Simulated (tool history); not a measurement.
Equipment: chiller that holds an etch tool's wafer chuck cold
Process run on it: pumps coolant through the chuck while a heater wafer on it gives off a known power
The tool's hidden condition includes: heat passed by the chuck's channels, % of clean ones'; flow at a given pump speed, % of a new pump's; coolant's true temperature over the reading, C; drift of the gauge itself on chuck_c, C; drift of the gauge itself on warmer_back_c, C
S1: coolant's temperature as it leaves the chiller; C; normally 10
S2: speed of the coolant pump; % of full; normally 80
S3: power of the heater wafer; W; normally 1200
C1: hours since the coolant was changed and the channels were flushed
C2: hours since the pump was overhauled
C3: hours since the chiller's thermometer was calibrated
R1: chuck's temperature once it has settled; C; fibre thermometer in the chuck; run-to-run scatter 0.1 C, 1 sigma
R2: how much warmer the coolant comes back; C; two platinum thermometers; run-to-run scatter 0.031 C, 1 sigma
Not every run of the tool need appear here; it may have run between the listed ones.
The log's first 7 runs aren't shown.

Run 8, day 22.117: usual settings; C1 4561; C2 2385; C3 2250. Result: R1 19.5 C, R2 3.08 C.
Run 9, day 24.138: usual settings; C1 4610; C2 2433; C3 2299. Result: R1 19.6 C, R2 3.03 C.
Run 10, day 27.812: usual settings but S1 16 C; C1 4698; C2 2521; C3 2387. Result: R1 25.8 C, R2 3.07 C.
Run 11, day 30.567: usual settings but S1 16 C; C1 4764; C2 2587; C3 2453. Result: R1 25.8 C, R2 3.05 C.
Run 12, day 32.817: usual settings; C1 4818; C2 2642; C3 2507. Result: R1 19.7 C, R2 3.02 C.
Run 13, day 34.571: usual settings; C1 4860; C2 2684; C3 2549. Result: R1 19.7 C, R2 3.08 C.
Run 14, day 38.738: usual settings but S3 1080 W; C1 4960; C2 2784; C3 2649. Result: R1 18.5 C, R2 2.71 C.
Run 15, day 41.896: usual settings but S1 17 C, S3 1080 W; C1 5036; C2 2859; C3 2725. Result: R1 25.6 C, R2 2.73 C.
Run 16, day 44.025: usual settings but S1 17 C, S3 1080 W; C1 5087; C2 2911; C3 2776. Result: R1 25.6 C, R2 2.75 C.
Run 17, day 46.921: usual settings but S1 17 C, S3 1080 W; C1 5157; C2 2980; C3 2846. Result: R1 25.9 C, R2 2.76 C.
At day 48.271: chiller's thermometer calibrated.
Run 18, day 49.871: usual settings but S3 1772 W; C1 5227; C2 3050; C3 38. Result: R1 24.8 C, R2 4.55 C.
Run 19, day 53.358: usual settings but S1 0 C, S3 1772 W; C1 5310; C2 3134; C3 122. Result: R1 14.9 C, R2 4.55 C.
Run 20, day 57.254: usual settings but S3 995 W; C1 5404; C2 3227; C3 216. Result: R1 18.3 C, R2 2.53 C.
Run 21, day 60.379: usual settings but S1 3 C, S2 73 % of full, S3 1124 W; C1 5479; C2 3302; C3 291. Result: R1 13.3 C, R2 3.19 C.
Run 22, day 64.396: usual settings but S1 18 C, S2 72 % of full, S3 653 W; C1 5575; C2 3398; C3 387. Result: R1 24.2 C, R2 1.86 C.
Run 23, day 68.138: usual settings but S1 2 C, S2 72 % of full, S3 843 W; C1 5665; C2 3488; C3 477. Result: R1 9.8 C, R2 2.47 C.
Run 24, day 70.829: usual settings but S1 12 C, S2 78 % of full, S3 864 W; C1 5730; C2 3553; C3 541. Result: R1 19.6 C, R2 2.26 C.
Run 25, day 74.033: usual settings but S1 9 C, S3 1780 W; C1 5806; C2 3630; C3 618. Result: R1 24.3 C, R2 4.58 C.
Run 26, day 77.721: usual settings but S1 9 C, S3 1780 W; C1 5895; C2 3718; C3 707. Result: R1 24.2 C, R2 4.53 C.
Run 27, day 80.975: usual settings but S2 61 % of full, S3 1242 W; C1 5973; C2 3796; C3 785. Result: R1 23.6 C, R2 4.34 C.
Run 28, day 85.112: usual settings but S1 8 C, S3 654 W; C1 6072; C2 3896; C3 884. Result: R1 13.6 C, R2 1.66 C.
Run 29, day 88.100: usual settings but S1 8 C, S3 654 W; C1 6144; C2 3967; C3 956. Result: R1 13.4 C, R2 1.68 C.
Run 30, day 91.404: usual settings but S1 8 C, S3 654 W; C1 6223; C2 4047; C3 1035. Result: R1 13.5 C, R2 1.75 C.
Run 31, day 94.883: usual settings but S1 8 C, S3 654 W; C1 6307; C2 4130; C3 1119. Result: R1 13.5 C, R2 1.71 C.
Run 32, day 97.096: usual settings but S1 8 C, S3 654 W; C1 6360; C2 4183; C3 1172. Result: R1 13.6 C, R2 1.69 C.

Branching from run 32: 3 alternative next runs. What would each branch give?
At day 98.088: coolant changed, channels flushed.
Run A, day 100.550: usual settings but S1 13 C, S3 1327 W; C1 59; C2 4260; C3 1249. Result: R1 ?, R2 ?.
At day 98.088: coolant changed, channels flushed.
Run B, day 100.550: usual settings but S1 6 C; C1 59; C2 4260; C3 1249. Result: R1 ?, R2 ?.
At day 98.088: coolant changed, channels flushed.
Run C, day 100.550: usual settings but S1 5 C, S3 742 W; C1 59; C2 4260; C3 1249. Result: R1 ?, R2 ?.

run    R1    R2
  A  22.9  3.40
  B  14.8  3.13
  C  10.4  1.91
Had the tool no hidden state, the same runs would have come out as:
run    R1    R2
  A  22.5  3.19
  B  14.5  2.94
  C  10.3  1.79
